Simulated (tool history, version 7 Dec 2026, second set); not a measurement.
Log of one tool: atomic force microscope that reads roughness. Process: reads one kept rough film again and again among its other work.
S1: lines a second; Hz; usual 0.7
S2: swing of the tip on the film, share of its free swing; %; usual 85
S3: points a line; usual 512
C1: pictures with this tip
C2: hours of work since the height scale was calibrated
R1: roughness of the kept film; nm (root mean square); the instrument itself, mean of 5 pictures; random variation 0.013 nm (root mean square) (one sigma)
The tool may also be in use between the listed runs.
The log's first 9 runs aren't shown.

run   hour     S1  S2   S3   C1   C2     R1
 10  183.6    0.7  60  517  264  402  3.122
 11    207  0.922  85  512  289  415  2.836
 12  231.3    0.7  85  512  315  429  2.888
     246.8  -- new tip fitted
 13  251.2    0.7  85  512    4  440  3.219
 14  269.4    0.7  85  512   24  450  3.183
 15  294.9    0.7  88  512   52  464  3.111
 16  321.8    0.7  88  512   81  479  3.079
 17  349.7    0.7  88  512  111  494  3.049
 18  370.9  0.737  89  512  134  506  3.007
 19  396.8  0.737  89  512  162  521  2.951
 20  423.4  1.096  71  328  191  535  3.082
 21  444.5  2.989  82  689  214  547  2.468
 22  459.9  1.618  58  321  231  556   3.12
 23  472.5  0.914  83  512  245  563  2.928
 24  491.9  0.914  83  512  266  573  2.922
 25  514.3  0.976  75  262  290  586  2.962
 26  535.7  2.083  79  872  313  598  2.654
     552.3  -- new tip fitted
 27  560.1  1.373  57  454    8  611  3.363
 28  587.3   3.83  57  454   38  626  3.135
 29  611.1  3.393  72  454   64  639  2.802

Forecast run 30:
 30  625.7  0.7  80  512  79  647   ?

{"run 30": {"R1": 3.187}}
Without the tool's hidden state the same run would have given R1 3.246 nm (root mean square).
